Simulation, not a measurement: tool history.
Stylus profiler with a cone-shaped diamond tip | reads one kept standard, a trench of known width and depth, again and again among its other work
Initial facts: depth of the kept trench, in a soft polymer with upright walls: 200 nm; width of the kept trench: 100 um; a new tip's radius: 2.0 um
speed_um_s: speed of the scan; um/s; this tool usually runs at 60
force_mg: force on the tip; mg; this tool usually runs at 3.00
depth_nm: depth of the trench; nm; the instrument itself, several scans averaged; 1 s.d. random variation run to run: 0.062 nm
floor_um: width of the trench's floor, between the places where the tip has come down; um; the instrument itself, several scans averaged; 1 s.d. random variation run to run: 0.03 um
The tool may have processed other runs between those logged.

run	day	speed_um_s	force_mg	depth_nm	floor_um
1	0.000	60	3.00	202.21	98.07
2	1.612	60	3.00	202.28	98.05
3	3.000	60	1.16	201.07	97.99
4	4.854	60	3.00	202.07	98.05
5	6.479	60	3.00	202.10	98.10
6	8.038	60	3.00	202.04	98.11
7	9.883	60	3.00	202.09	98.05
8	11.538	60	3.00	202.08	98.05
9	12.671	60	3.00	201.95	98.06
10	14.167	60	1.76	201.34	97.99
11	16.792	60	1.76	201.21	97.97
12	18.625	60	1.76	201.26	97.90
13	20.396	60	1.76	201.17	97.98
14	21.983	60	3.00	201.84	98.01
15	24.712	60	3.00	201.82	97.99
16	26.075	60	3.00	201.75	97.98
17	28.808	60	3.00	201.73	97.95
18	30.558	60	3.26	201.93	97.94
19	31.788	60	3.00	201.76	97.98
# day 32.017: height scale calibrated on a step standard
20	32.921	60	3.00	201.48	97.95
21	35.433	60	3.00	201.44	97.93
# day 37.283: height scale calibrated on a step standard, once more
22	37.754	60	3.00	202.50	97.99
23	39.700	49	3.00	202.36	97.98
24	41.358	49	3.00	202.46	97.96
25	44.004	49	1.86	201.79	97.95
26	45.967	52	4.18	202.96	97.99
27	47.454	16	2.07	201.84	97.97
28	49.867	16	2.07	201.76	98.00
29	51.117	40	1.15	201.20	97.97
30	53.796	20	1.62	201.48	98.00
31	56.438	46	2.78	202.16	97.93
32	59.121	46	2.78	202.03	97.94
33	60.517	46	2.78	202.10	97.86
34	61.696	46	2.78	202.17	97.95
35	63.896	89	7.25	203.82	97.92
36	65.758	180	7.75	204.11	97.82
37	68.371	29	5.45	203.16	97.95
38	70.642	45	3.00	201.96	97.94
39	72.342	73	3.96	202.45	97.89
40	74.592	23	1.71	201.14	97.94
41	75.704	23	1.71	201.32	97.96
42	78.229	23	1.71	201.09	97.96
43	80.938	228	1.41	201.04	97.16
44	82.312	228	1.41	201.08	97.12
45	84.475	228	1.41	201.01	97.13
46	86.092	54	1.71	201.12	97.84

Alternative continuations, all from the tool just after run 46; predict every row:
A	87.342	46	3.00	?	?
B	87.342	51	1.60	?	?
C	87.342	19	1.71	?	?
D	87.342	60	1.54	?	?

run	depth_nm	floor_um
A	201.86	97.86
B	201.03	97.76
C	201.05	97.95
D	201.00	97.76
Had the tool no hidden state, the same runs would have come out as:
run	depth_nm	floor_um
A	202.30	98.13
B	201.47	98.03
C	201.49	98.22
D	201.43	98.03
